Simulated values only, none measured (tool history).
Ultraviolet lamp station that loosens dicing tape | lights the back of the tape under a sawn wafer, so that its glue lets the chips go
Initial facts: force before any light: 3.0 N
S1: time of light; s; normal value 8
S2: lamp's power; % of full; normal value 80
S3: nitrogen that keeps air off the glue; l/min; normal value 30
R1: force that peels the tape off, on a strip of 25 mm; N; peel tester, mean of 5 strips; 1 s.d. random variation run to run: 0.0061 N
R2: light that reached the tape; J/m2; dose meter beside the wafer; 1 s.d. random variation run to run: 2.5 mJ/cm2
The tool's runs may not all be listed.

Run 1, hour 0.0: usual settings. Result: R1 0.241 N, R2 2580 J/m2.
Run 2, hour 17.2: usual settings. Result: R1 0.233 N, R2 2580 J/m2.
Run 3, hour 53.8: usual settings. Result: R1 0.239 N, R2 2530 J/m2.
Run 4, hour 71.2: usual settings. Result: R1 0.240 N, R2 2520 J/m2.
Run 5, hour 96.4: usual settings but S2 93 % of full. Result: R1 0.178 N, R2 2920 J/m2.
Run 6, hour 122.5: usual settings but S2 93 % of full. Result: R1 0.189 N, R2 2890 J/m2.
Run 7, hour 146.5: usual settings but S2 93 % of full. Result: R1 0.183 N, R2 2890 J/m2.
At hour 166.3: window cleaned of glue's vapour.
Run 8, hour 170.9: usual settings but S2 93 % of full. Result: R1 0.174 N, R2 3130 J/m2.
Run 9, hour 204.2: usual settings but S2 93 % of full. Result: R1 0.173 N, R2 3150 J/m2.
Run 10, hour 241.2: usual settings. Result: R1 0.220 N, R2 2650 J/m2.
Run 11, hour 274.3: usual settings. Result: R1 0.209 N, R2 2650 J/m2.
Run 12, hour 308.9: usual settings but S1 15 s. Result: R1 0.090 N, R2 4920 J/m2.
Run 13, hour 326.8: usual settings but S1 15 s. Result: R1 0.098 N, R2 4900 J/m2.
Run 14, hour 359.3: usual settings but S1 15 s. Result: R1 0.095 N, R2 4940 J/m2.
Run 15, hour 389.0: usual settings. Result: R1 0.223 N, R2 2570 J/m2.
Run 16, hour 418.4: usual settings. Result: R1 0.242 N, R2 2580 J/m2.
Run 17, hour 440.1: usual settings. Result: R1 0.229 N, R2 2600 J/m2.
Run 18, hour 466.6: usual settings but S1 7 s, S3 13 l/min. Result: R1 0.432 N, R2 2230 J/m2.
Run 19, hour 488.1: usual settings but S1 7 s, S3 13 l/min. Result: R1 0.431 N, R2 2210 J/m2.
Run 20, hour 515.1: usual settings but S1 14 s, S3 20 l/min. Result: R1 0.111 N, R2 4390 J/m2.
Run 21, hour 539.1: usual settings but S1 6 s, S2 78 % of full, S3 38 l/min. Result: R1 0.414 N, R2 1830 J/m2.
Run 22, hour 570.3: usual settings but S3 55 l/min. Result: R1 0.215 N, R2 2450 J/m2.
Run 23, hour 592.2: usual settings but S1 7 s, S2 75 % of full, S3 13 l/min. Result: R1 0.498 N, R2 2030 J/m2.
Run 24, hour 609.7: usual settings but S1 9 s, S2 68 % of full, S3 17 l/min. Result: R1 0.337 N, R2 2320 J/m2.
Run 25, hour 646.4: usual settings but S1 14 s, S2 81 % of full, S3 35 l/min. Result: R1 0.108 N, R2 4330 J/m2.
Run 26, hour 661.9: usual settings but S1 14 s, S2 81 % of full, S3 35 l/min. Result: R1 0.105 N, R2 4300 J/m2.
Run 27, hour 678.7: usual settings but S1 14 s, S2 81 % of full, S3 35 l/min. Result: R1 0.102 N, R2 4290 J/m2.

Run 28, settings as shown, results not yet in. Your forecast:
Run 28, hour 695.4: usual settings but S1 14 s, S2 81 % of full, S3 35 l/min. Result: R1 ?, R2 ?.

{"run 28": {"R1": 0.099, "R2": 4260}}
With the hidden condition absent and the run-to-run variation left alone, this run would have shown R1 0.086 N, R2 5360 J/m2.

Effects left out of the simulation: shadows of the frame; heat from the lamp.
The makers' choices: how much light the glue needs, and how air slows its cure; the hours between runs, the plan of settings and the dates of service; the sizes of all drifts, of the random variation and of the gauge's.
